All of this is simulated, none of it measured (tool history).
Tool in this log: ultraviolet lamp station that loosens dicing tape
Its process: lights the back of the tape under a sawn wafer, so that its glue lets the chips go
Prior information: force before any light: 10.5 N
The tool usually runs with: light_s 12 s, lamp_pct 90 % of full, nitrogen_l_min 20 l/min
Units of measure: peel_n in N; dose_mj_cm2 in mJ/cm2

run	hour	light_s	lamp_pct	nitrogen_l_min	peel_n	dose_mj_cm2
1	0.0	12	90	20	1.108	243
2	55.6	12	90	20	1.321	221
3	119.3	12	90	9	2.401	216
4	174.8	12	90	9	2.532	216
5	256.7	12	90	9	2.540	204
6	334.4	12	71	29	1.863	160
7	409.9	14	90	19	1.250	234
8	496.0	23	66	20	0.515	354
9	541.4	23	66	20	0.525	348
10	632.1	6	90	38	2.496	119

Between the runs listed above, the log contained 2 entries, not reproduced here. Where in the sequence does each belong, and how does what the log doesn't record of the tool's condition differ from the listed run before to the listed run after?
Logged between run 1 and run 2: window cleaned of glue's vapour (hour 16.7)
  lamp's light, % of a new lamp's: 69.5 -> 68.8; light that the window lets through, % of a clean one's: 87.8 -> 79.9
  difference, measured minus the result without the unlogged condition, peel_n: +0.704 -> +0.934 N; dose_mj_cm2: -155 -> -181 mJ/cm2
Logged between run 7 and run 8: window cleaned of glue's vapour, once more (hour 423.9)
  lamp's light, % of a new lamp's: 64.6 -> 63.6; light that the window lets through, % of a clean one's: 77.1 -> 99
  difference, measured minus the result without the unlogged condition, peel_n: +0.939 -> +0.269 N; dose_mj_cm2: -234 -> -209 mJ/cm2
